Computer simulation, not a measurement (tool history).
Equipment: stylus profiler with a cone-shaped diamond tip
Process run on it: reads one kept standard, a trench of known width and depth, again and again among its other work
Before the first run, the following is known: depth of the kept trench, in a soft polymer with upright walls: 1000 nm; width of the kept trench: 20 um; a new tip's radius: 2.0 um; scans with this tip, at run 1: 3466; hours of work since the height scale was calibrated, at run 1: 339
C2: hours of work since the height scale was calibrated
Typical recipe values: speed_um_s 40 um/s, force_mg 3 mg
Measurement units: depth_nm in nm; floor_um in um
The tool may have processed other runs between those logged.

{"run": 1, "hour": 0.0, "speed_um_s": 40, "force_mg": 3, "scans with this tip": 3466, "C2": 339, "depth_nm": 1013.09, "floor_um": 16.46}
{"run": 2, "hour": 34.2, "speed_um_s": 40, "force_mg": 2.85, "scans with this tip": 3715, "C2": 363, "depth_nm": 1012.23, "floor_um": 16.39}
{"run": 3, "hour": 53.6, "speed_um_s": 40, "force_mg": 2.85, "scans with this tip": 3857, "C2": 377, "depth_nm": 1012.61, "floor_um": 16.4}
{"run": 4, "hour": 76.3, "speed_um_s": 40, "force_mg": 2.85, "scans with this tip": 4022, "C2": 393, "depth_nm": 1012.56, "floor_um": 16.37}
{"run": 5, "hour": 109.5, "speed_um_s": 40, "force_mg": 2.85, "scans with this tip": 4265, "C2": 417, "depth_nm": 1012.28, "floor_um": 16.41}
{"run": 6, "hour": 126.9, "speed_um_s": 40, "force_mg": 2.85, "scans with this tip": 4392, "C2": 429, "depth_nm": 1012.45, "floor_um": 16.35}
{"run": 7, "hour": 149.5, "speed_um_s": 40, "force_mg": 3, "scans with this tip": 4557, "C2": 445, "depth_nm": 1013.35, "floor_um": 16.39}
{"run": 8, "hour": 185.9, "speed_um_s": 40, "force_mg": 3, "scans with this tip": 4822, "C2": 471, "depth_nm": 1013.03, "floor_um": 16.41}
{"run": 9, "hour": 224.6, "speed_um_s": 40, "force_mg": 3, "scans with this tip": 5104, "C2": 499, "depth_nm": 1012.94, "floor_um": 16.42}
{"run": 10, "hour": 261.2, "speed_um_s": 40, "force_mg": 3, "scans with this tip": 5372, "C2": 525, "depth_nm": 1012.87, "floor_um": 16.36}
{"run": 11, "hour": 296.6, "speed_um_s": 40, "force_mg": 3, "scans with this tip": 5630, "C2": 550, "depth_nm": 1012.96, "floor_um": 16.43}
{"run": 12, "hour": 327.2, "speed_um_s": 40, "force_mg": 3, "scans with this tip": 5853, "C2": 572, "depth_nm": 1012.69, "floor_um": 16.47}
{"run": 13, "hour": 362.5, "speed_um_s": 40, "force_mg": 3, "scans with this tip": 6110, "C2": 597, "depth_nm": 1012.7, "floor_um": 16.38}
{"run": 14, "hour": 393.2, "speed_um_s": 40, "force_mg": 3, "scans with this tip": 6334, "C2": 619, "depth_nm": 1012.98, "floor_um": 16.36}
{"run": 15, "hour": 408.9, "speed_um_s": 40, "force_mg": 3, "scans with this tip": 6449, "C2": 630, "depth_nm": 1012.77, "floor_um": 16.34}
{"run": 16, "hour": 446.9, "speed_um_s": 40, "force_mg": 3, "scans with this tip": 6726, "C2": 657, "depth_nm": 1013.1, "floor_um": 16.44}
{"run": 17, "hour": 466.0, "speed_um_s": 40, "force_mg": 3, "scans with this tip": 6865, "C2": 671, "depth_nm": 1012.77, "floor_um": 16.38}
{"run": 18, "hour": 504.7, "speed_um_s": 121, "force_mg": 3, "scans with this tip": 7148, "C2": 698, "depth_nm": 1012.74, "floor_um": 16.07}
{"run": 19, "hour": 530.3, "speed_um_s": 121, "force_mg": 3, "scans with this tip": 7334, "C2": 717, "depth_nm": 1012.99, "floor_um": 16.05}
{"run": 20, "hour": 567.2, "speed_um_s": 40, "force_mg": 3, "scans with this tip": 7603, "C2": 743, "depth_nm": 1012.58, "floor_um": 16.33}
{"run": 21, "hour": 590.3, "speed_um_s": 40, "force_mg": 3, "scans with this tip": 7771, "C2": 759, "depth_nm": 1013, "floor_um": 16.41}
{"run": 22, "hour": 627.4, "speed_um_s": 19, "force_mg": 3, "scans with this tip": 8042, "C2": 786, "depth_nm": 1012.72, "floor_um": 16.49}
{"run": 23, "hour": 647.6, "speed_um_s": 10, "force_mg": 1.2, "scans with this tip": 8189, "C2": 800, "depth_nm": 1006.58, "floor_um": 16.46}
{"run": 24, "hour": 665.3, "speed_um_s": 10, "force_mg": 1.2, "scans with this tip": 8319, "C2": 813, "depth_nm": 1007.26, "floor_um": 16.49}
{"run": 25, "hour": 696.4, "speed_um_s": 10, "force_mg": 1.2, "scans with this tip": 8546, "C2": 835, "depth_nm": 1007.09, "floor_um": 16.47}
{"run": 26, "hour": 722.7, "speed_um_s": 27, "force_mg": 4.59, "scans with this tip": 8737, "C2": 854, "depth_nm": 1017.19, "floor_um": 16.45}
{"run": 27, "hour": 751.5, "speed_um_s": 27, "force_mg": 4.59, "scans with this tip": 8947, "C2": 874, "depth_nm": 1016.77, "floor_um": 16.48}
{"run": 28, "hour": 786.9, "speed_um_s": 64, "force_mg": 3, "scans with this tip": 9206, "C2": 900, "depth_nm": 1012.84, "floor_um": 16.29}
{"run": 29, "hour": 813.8, "speed_um_s": 28, "force_mg": 5.43, "scans with this tip": 9402, "C2": 919, "depth_nm": 1019.62, "floor_um": 16.45}
{"run": 30, "hour": 845.5, "speed_um_s": 77, "force_mg": 5.87, "scans with this tip": 9633, "C2": 941, "depth_nm": 1020.18, "floor_um": 16.31}
{"run": 31, "hour": 864.5, "speed_um_s": 12, "force_mg": 2.48, "scans with this tip": 9771, "C2": 955, "depth_nm": 1011.08, "floor_um": 16.47}
{"run": 32, "hour": 890.3, "speed_um_s": 12, "force_mg": 2.48, "scans with this tip": 9960, "C2": 973, "depth_nm": 1011.39, "floor_um": 16.5}
{"run": 33, "hour": 922.1, "speed_um_s": 63, "force_mg": 1.1, "scans with this tip": 10192, "C2": 996, "depth_nm": 1006.61, "floor_um": 16.14}
{"run": 34, "hour": 952.5, "speed_um_s": 105, "force_mg": 5.41, "scans with this tip": 10414, "C2": 1018, "depth_nm": 1019.04, "floor_um": 16.27}
{"run": 35, "hour": 971.3, "speed_um_s": 26, "force_mg": 5.83, "scans with this tip": 10551, "C2": 1031, "depth_nm": 1019.99, "floor_um": 16.46}
{"run": 36, "hour": 990.2, "speed_um_s": 12, "force_mg": 1.02, "scans with this tip": 10688, "C2": 1044, "depth_nm": 1006.4, "floor_um": 16.47}
{"run": 37, "hour": 1010.0, "speed_um_s": 17, "force_mg": 7.41, "scans with this tip": 10833, "C2": 1059, "depth_nm": 1023.57, "floor_um": 16.46}
{"run": 38, "hour": 1036.1, "speed_um_s": 40, "force_mg": 3.1, "scans with this tip": 11023, "C2": 1077, "depth_nm": 1013.22, "floor_um": 16.31}
{"run": 39, "hour": 1071.7, "speed_um_s": 40, "force_mg": 7.03, "scans with this tip": 11283, "C2": 1103, "depth_nm": 1023.07, "floor_um": 16.41}
{"run": 40, "hour": 1090.6, "speed_um_s": 40, "force_mg": 7.03, "scans with this tip": 11421, "C2": 1116, "depth_nm": 1022.46, "floor_um": 16.4}
{"run": 41, "hour": 1111.2, "speed_um_s": 40, "force_mg": 7.03, "scans with this tip": 11571, "C2": 1131, "depth_nm": 1022.64, "floor_um": 16.4}
{"run": 42, "hour": 1129.4, "speed_um_s": 15, "force_mg": 2.11, "scans with this tip": 11704, "C2": 1144, "depth_nm": 1009.9, "floor_um": 16.47}

4 options for the next run, each taken on its own from the tool as it stands now. Forecast them:
{"run": "A", "hour": 1149.7, "speed_um_s": 39, "force_mg": 8.95, "scans with this tip": 11852, "C2": 1158, "depth_nm": "?", "floor_um": "?"}
{"run": "B", "hour": 1149.7, "speed_um_s": 65, "force_mg": 7.39, "scans with this tip": 11852, "C2": 1158, "depth_nm": "?", "floor_um": "?"}
{"run": "C", "hour": 1149.7, "speed_um_s": 153, "force_mg": 2.11, "scans with this tip": 11852, "C2": 1158, "depth_nm": "?", "floor_um": "?"}
{"run": "D", "hour": 1149.7, "speed_um_s": 15, "force_mg": 2.06, "scans with this tip": 11852, "C2": 1158, "depth_nm": "?", "floor_um": "?"}

run=A depth_nm=1026.89 floor_um=16.37
run=B depth_nm=1023.7 floor_um=16.37
run=C depth_nm=1009.99 floor_um=15.84
run=D depth_nm=1010.13 floor_um=16.47
What these runs would have given with no unlogged condition in the tool:
run=A depth_nm=1026.91 floor_um=16.38
run=B depth_nm=1023.72 floor_um=16.38
run=C depth_nm=1010.01 floor_um=15.85
run=D depth_nm=1010.15 floor_um=16.48
